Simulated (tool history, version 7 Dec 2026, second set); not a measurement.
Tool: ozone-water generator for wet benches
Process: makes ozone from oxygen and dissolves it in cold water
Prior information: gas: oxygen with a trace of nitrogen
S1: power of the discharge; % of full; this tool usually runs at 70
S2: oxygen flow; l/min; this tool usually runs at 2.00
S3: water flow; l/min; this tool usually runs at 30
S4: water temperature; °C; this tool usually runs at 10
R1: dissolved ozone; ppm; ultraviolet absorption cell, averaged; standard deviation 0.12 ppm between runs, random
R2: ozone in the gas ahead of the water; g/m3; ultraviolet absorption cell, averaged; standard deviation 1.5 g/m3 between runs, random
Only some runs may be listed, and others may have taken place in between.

run 1 hour=0.0 | S1=70 S2=2.00 S3=30 S4=10 | R1=11.1 R2=270.4
run 2 hour=134.8 | S1=70 S2=1.65 S3=30 S4=10 | R1=10.6 R2=303.6
run 3 hour=265.8 | S1=70 S2=1.20 S3=30 S4=10 | R1=9.7 R2=374.7
run 4 hour=438.4 | S1=70 S2=1.20 S3=30 S4=10 | R1=9.7 R2=376.9
run 5 hour=543.2 | S1=70 S2=1.32 S3=30 S4=10 | R1=10.1 R2=350.7
run 6 hour=679.2 | S1=70 S2=1.32 S3=30 S4=10 | R1=9.9 R2=353.8
run 7 hour=768.9 | S1=70 S2=2.00 S3=30 S4=10 | R1=11.0 R2=266.1
run 8 hour=887.0 | S1=70 S2=2.00 S3=30 S4=10 | R1=10.9 R2=266.9
run 9 hour=1069.0 | S1=70 S2=2.00 S3=30 S4=10 | R1=10.9 R2=265.0
run 10 hour=1144.2 | S1=70 S2=2.00 S3=30 S4=10 | R1=10.8 R2=264.7
run 11 hour=1242.0 | S1=70 S2=2.00 S3=30 S4=10 | R1=11.0 R2=265.8
run 12 hour=1342.5 | S1=70 S2=2.00 S3=30 S4=10 | R1=11.0 R2=266.9
run 13 hour=1508.6 | S1=70 S2=2.00 S3=30 S4=10 | R1=10.8 R2=266.8
run 14 hour=1588.5 | S1=70 S2=2.00 S3=30 S4=10 | R1=10.6 R2=262.3
run 15 hour=1748.7 | S1=70 S2=2.00 S3=30 S4=10 | R1=10.6 R2=266.9
run 16 hour=1838.9 | S1=70 S2=2.00 S3=30 S4=10 | R1=10.8 R2=263.9
run 17 hour=1986.6 | S1=70 S2=2.00 S3=20 S4=10 | R1=16.4 R2=264.9
run 18 hour=2096.0 | S1=70 S2=3.25 S3=39 S4=7 | R1=9.1 R2=190.9
run 19 hour=2272.0 | S1=70 S2=1.45 S3=19 S4=14 | R1=15.8 R2=326.9
run 20 hour=2452.5 | S1=98 S2=1.82 S3=39 S4=5 | R1=10.3 R2=361.3
run 21 hour=2558.8 | S1=70 S2=2.00 S3=30 S4=15 | R1=10.3 R2=261.5
run 22 hour=2637.5 | S1=70 S2=2.36 S3=19 S4=10 | R1=17.2 R2=236.5
run 23 hour=2799.5 | S1=100 S2=2.36 S3=19 S4=10 | R1=22.5 R2=305.2
run 24 hour=2984.0 | S1=100 S2=1.54 S3=19 S4=15 | R1=20.6 R2=406.2
run 25 hour=3101.2 | S1=100 S2=2.60 S3=45 S4=15 | R1=9.5 R2=287.8
run 26 hour=3228.0 | S1=100 S2=2.60 S3=45 S4=15 | R1=9.2 R2=286.7
run 27 hour=3366.5 | S1=70 S2=2.84 S3=35 S4=10 | R1=9.4 R2=208.1
run 28 hour=3492.6 | S1=40 S2=1.17 S3=42 S4=10 | R1=4.1 R2=239.1
run 29 hour=3616.3 | S1=97 S2=3.32 S3=30 S4=11 | R1=14.5 R2=238.7
run 30 hour=3754.8 | S1=97 S2=1.02 S3=30 S4=12 | R1=11.3 R2=519.5
run 31 hour=3915.5 | S1=97 S2=1.02 S3=30 S4=12 | R1=11.3 R2=516.9
run 32 hour=4021.2 | S1=50 S2=2.00 S3=36 S4=10 | R1=6.5 R2=200.6
run 33 hour=4114.2 | S1=79 S2=1.84 S3=30 S4=10 | R1=11.4 R2=299.0
run 34 hour=4201.1 | S1=79 S2=1.84 S3=30 S4=10 | R1=11.2 R2=298.7

Had the tool no unlogged condition, and each run kept its random variation, what would the results have been?
Unlogged tool condition in this case: yield of the discharge, % of new electrodes'; contactor's efficiency, % of a clean one's; true water temperature over the reading, C; drift of the gauge itself on ozone_ppm, %; drift of the gauge itself on gas_g_m3, %.
run=1 R1=11.5 R2=277.8
run=2 R1=11.0 R2=312.3
run=3 R1=10.1 R2=385.8
run=4 R1=10.1 R2=388.7
run=5 R1=10.5 R2=362.1
run=6 R1=10.3 R2=365.6
run=7 R1=11.5 R2=275.2
run=8 R1=11.4 R2=276.4
run=9 R1=11.4 R2=274.8
run=10 R1=11.4 R2=274.7
run=11 R1=11.5 R2=276.1
run=12 R1=11.6 R2=277.5
run=13 R1=11.4 R2=277.7
run=14 R1=11.3 R2=273.3
run=15 R1=11.3 R2=278.5
run=16 R1=11.4 R2=275.6
run=17 R1=17.4 R2=277.0
run=18 R1=9.7 R2=199.8
run=19 R1=16.9 R2=342.8
run=20 R1=11.2 R2=384.3
run=21 R1=11.1 R2=274.9
run=22 R1=18.5 R2=248.7
run=23 R1=24.6 R2=326.3
run=24 R1=22.6 R2=435.1
run=25 R1=10.5 R2=308.8
run=26 R1=10.2 R2=307.9
run=27 R1=10.2 R2=220.3
run=28 R1=4.4 R2=247.1
run=29 R1=16.1 R2=257.1
run=30 R1=12.5 R2=560.7
run=31 R1=12.6 R2=558.8
run=32 R1=7.1 R2=210.2
run=33 R1=12.6 R2=320.6
run=34 R1=12.4 R2=320.6

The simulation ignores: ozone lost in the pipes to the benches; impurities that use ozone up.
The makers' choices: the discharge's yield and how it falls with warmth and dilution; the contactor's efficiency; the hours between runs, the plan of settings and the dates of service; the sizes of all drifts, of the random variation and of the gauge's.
